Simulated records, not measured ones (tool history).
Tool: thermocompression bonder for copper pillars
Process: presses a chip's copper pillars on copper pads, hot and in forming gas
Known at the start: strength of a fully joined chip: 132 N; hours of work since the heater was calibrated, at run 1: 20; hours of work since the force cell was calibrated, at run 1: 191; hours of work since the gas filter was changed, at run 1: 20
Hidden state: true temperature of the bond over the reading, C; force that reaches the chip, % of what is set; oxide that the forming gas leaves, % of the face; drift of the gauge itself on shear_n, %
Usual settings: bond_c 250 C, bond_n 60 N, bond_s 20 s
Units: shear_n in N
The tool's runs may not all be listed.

run     day  bond_c  bond_n  bond_s  hours of work since the heater was calibrated  hours of work since the force cell was calibrated  hours of work since the gas filter was changed  shear_n
  1       0     250      60      20                                             20                                                191                                              20     71.1
  2   1.942     250      60      42                                             51                                                223                                              51     90.2
  3   5.021     250      60      42                                            101                                                273                                             101     88.2
  4   8.058     250      60      42                                            150                                                322                                             150     89.6
  5  10.529     250      60      42                                            190                                                362                                             190     90.1
  6  13.704     250      60      42                                            242                                                413                                             242     89.4
  7  16.212     250      60      42                                            282                                                454                                             282     88.6
     16.488  -- forming gas filter changed
  8  19.133     224      47      55                                            329                                                501                                              43     63.1
  9  21.358     256      60      20                                            365                                                537                                              79     78.1
 10  23.238     224      58      22                                            396                                                567                                             109     55.3
 11  24.754     247      60      42                                            420                                                592                                             134     90.5
 12   27.95     276      49      17                                            472                                                644                                             186     75.8

Hidden state at the last listed run before each entry between runs and at the first one after, where it differs:
Between runs 7 and 8: forming gas filter changed (day 16.488)
  true temperature of the bond over the reading, C: 1.2 -> 1.5; force that reaches the chip, % of what is set: 104.4 -> 104.9; oxide that the forming gas leaves, % of the face: 3.07 -> 0.93
  measured less the result without the state, shear_n: +1.3 -> +3.7 N
